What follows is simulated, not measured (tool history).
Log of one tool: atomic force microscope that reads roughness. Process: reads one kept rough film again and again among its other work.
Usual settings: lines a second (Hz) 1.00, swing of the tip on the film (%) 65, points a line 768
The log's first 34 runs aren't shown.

run   hour  lines a second (Hz)  swing of the tip on the film (%)  points a line  pictures with this tip  hours of work since the height scale was calibrated  roughness of the kept film (nm (root mean square))
 35  472.3                 2.09                                65            337                      97                                                  714                                               1.581
 36  487.2                 2.02                                63            421                     113                                                  722                                               1.578
 37  500.7                 2.02                                63            421                     128                                                  730                                               1.545
 38  517.2                 2.02                                63            421                     145                                                  740                                               1.507
 39  532.8                 0.93                                71            460                     162                                                  749                                               1.511
 40  549.4                 1.12                                60            409                     180                                                  759                                               1.509
 41  561.2                 1.00                                88            453                     193                                                  765                                               1.361
     568.4  -- new tip fitted
 42  580.6                 1.91                                58            260                      14                                                  777                                               1.777
 43  592.6                 0.53                                65            928                      27                                                  784                                               1.849
 44  606.3                 0.53                                60            843                      42                                                  791                                               1.845
 45  617.6                 0.85                                88            316                      54                                                  798                                               1.588
 46  628.0                 0.85                                88            316                      65                                                  804                                               1.584
 47  645.8                 1.00                                58            768                      84                                                  815                                               1.726
 48  655.1                 2.21                                84            259                      94                                                  820                                               1.345
 49  670.3                 1.00                                80            530                     111                                                  829                                               1.555
 50  679.3                 1.00                                80            530                     121                                                  834                                               1.523
 51  688.4                 0.68                                71            768                     131                                                  839                                               1.596

4 ways to go on from here, each from the tool as it stands after run 51. What would each give?
  A  698.2                 0.68                                64            871                     141                                                  845                                                   ?
  B  698.2                 0.68                                85            768                     141                                                  845                                                   ?
  C  698.2                 1.00                                57            784                     141                                                  845                                                   ?
  D  698.2                 0.52                                58            700                     141                                                  845                                                   ?

run  roughness of the kept film (nm (root mean square))
  A                                               1.599
  B                                               1.520
  C                                               1.607
  D                                               1.618
Without the tool's hidden state the same runs would have given:
run  roughness of the kept film (nm (root mean square))
  A                                               1.943
  B                                               1.848
  C                                               1.952
  D                                               1.969

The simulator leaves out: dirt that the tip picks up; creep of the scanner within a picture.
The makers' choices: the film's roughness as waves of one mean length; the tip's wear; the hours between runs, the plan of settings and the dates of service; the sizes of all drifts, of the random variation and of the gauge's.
